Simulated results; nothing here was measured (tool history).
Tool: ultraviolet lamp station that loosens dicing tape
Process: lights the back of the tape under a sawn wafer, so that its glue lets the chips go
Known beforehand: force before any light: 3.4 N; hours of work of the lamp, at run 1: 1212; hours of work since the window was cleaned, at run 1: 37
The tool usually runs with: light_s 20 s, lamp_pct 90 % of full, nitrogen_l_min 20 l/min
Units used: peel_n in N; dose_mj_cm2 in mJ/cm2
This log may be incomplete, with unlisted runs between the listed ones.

run,hour,light_s,lamp_pct,nitrogen_l_min,hours of work of the lamp,hours of work since the window was cleaned,peel_n,dose_mj_cm2
1,0.0,20,90,20,1212,37,0.523,288
2,43.9,20,90,20,1240,64,0.558,282
3,76.2,20,90,20,1260,84,0.542,279
4,117.7,20,90,20,1286,110,0.572,274
5,158.0,20,90,20,1311,135,0.589,271
6,198.8,20,90,20,1336,161,0.600,267
7,241.9,20,90,20,1363,188,0.632,254
8,279.2,20,82,20,1386,211,0.761,232
# hour 288.6: lamp changed
9,315.9,24,82,20,17,233,0.261,452
10,360.8,20,90,20,45,261,0.298,411
11,398.9,20,90,20,69,285,0.322,395
12,462.5,20,90,20,109,325,0.338,387
13,511.1,20,90,20,139,355,0.332,382
14,554.8,15,90,20,166,382,0.568,285
15,585.5,20,90,20,185,402,0.360,368
16,643.6,20,90,20,222,438,0.361,363
17,713.5,20,90,20,265,482,0.400,356
18,766.1,20,90,20,298,514,0.399,346
19,818.2,20,90,20,331,547,0.416,335
20,875.3,20,90,20,366,583,0.439,332
21,907.0,20,90,20,386,602,0.446,324
# hour 932.5: window cleaned of glue's vapour
22,936.9,20,90,20,405,3,0.334,389
23,1004.7,18,69,19,447,45,0.650,257
24,1061.7,20,68,31,483,81,0.458,279
25,1112.6,20,68,31,514,112,0.491,272
26,1169.2,20,63,31,550,148,0.568,250
27,1223.2,20,63,31,583,182,0.601,244
28,1273.0,26,90,20,615,213,0.281,438
29,1313.5,33,61,20,640,238,0.357,376
30,1360.8,33,72,36,669,268,0.235,429
31,1408.4,21,85,22,699,297,0.442,314
32,1441.9,21,90,7,720,318,0.688,330
33,1502.3,21,90,7,758,356,0.741,321
34,1543.1,37,90,7,783,381,0.305,564
35,1571.8,12,78,15,801,399,1.260,155
36,1626.7,11,83,26,835,434,1.174,148
37,1663.8,32,96,21,859,457,0.229,485
38,1710.6,32,96,21,888,486,0.232,475

The next listed run, before its measurement:
39,1763.7,14,96,8,921,519,?,?

Logged for run 39: peel_n 1.236 N, dose_mj_cm2 209 mJ/cm2.
With no hidden state in the tool, this same run would have given peel_n 0.673 N, dose_mj_cm2 341 mJ/cm2.
